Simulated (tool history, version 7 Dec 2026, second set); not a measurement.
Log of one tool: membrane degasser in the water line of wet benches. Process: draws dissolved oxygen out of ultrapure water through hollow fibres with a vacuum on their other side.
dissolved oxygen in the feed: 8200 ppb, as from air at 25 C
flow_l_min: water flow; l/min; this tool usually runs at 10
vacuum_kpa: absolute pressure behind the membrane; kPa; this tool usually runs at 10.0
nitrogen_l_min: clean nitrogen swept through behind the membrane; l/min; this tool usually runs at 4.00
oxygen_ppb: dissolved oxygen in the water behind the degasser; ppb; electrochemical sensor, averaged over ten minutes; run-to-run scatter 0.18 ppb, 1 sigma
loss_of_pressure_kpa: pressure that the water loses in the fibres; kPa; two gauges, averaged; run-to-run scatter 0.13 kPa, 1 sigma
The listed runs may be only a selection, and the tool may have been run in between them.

run   hour  flow_l_min  vacuum_kpa  nitrogen_l_min  oxygen_ppb  loss_of_pressure_kpa
  1    0.0          10        10.0            4.00        45.2                 42.58
  2   23.4          10        10.0            4.00        45.2                 42.41
  3   48.3          10        10.0            4.00        45.6                 42.58
  4   78.4          10        10.0            4.00        45.4                 42.68
  5  112.4          10        10.0            4.00        45.2                 42.64
  6  153.6          10        10.0            4.00        44.9                 42.77
  7  186.4          10        10.0            4.00        45.0                 42.85
  8  225.7          10        10.0            4.00        45.2                 42.85
  9  268.1          10        10.0            4.00        45.0                 42.94
 10  303.1          10        10.0            4.00        45.2                 43.04
 11  345.5          10        10.0            4.00        44.9                 42.92
 12  366.0          12        10.0            4.00        57.4                 51.72
 13  393.8           7        10.0            2.22        53.1                 30.31
 14  436.0           7        10.0            2.22        53.6                 30.18
     467.6  -- gauge calibrated
 15  479.6           8        15.1            4.30        56.0                 33.91
 16  503.8           8        15.1            4.30        56.5                 33.97
 17  534.2          14        23.9            3.08       236.4                 59.47
 18  574.4          13        10.0            4.00        64.4                 55.27
 19  595.6          10        10.5            3.82        50.6                 42.61
 20  617.6           6        18.3            3.92        57.6                 25.60
 21  654.5          16         7.0            3.51        63.9                 68.61
 22  679.4           8        10.2            5.04        28.5                 34.45

Run 23, settings as shown, results not yet in. Your forecast:
 23  699.1          12         9.6            2.03           ?                     ?

Run 23 yielded oxygen_ppb 98.0 ppb, loss_of_pressure_kpa 51.38 kPa.
Had the tool carried no hidden state, the very same run would have given oxygen_ppb 98.0 ppb, loss_of_pressure_kpa 50.90 kPa.
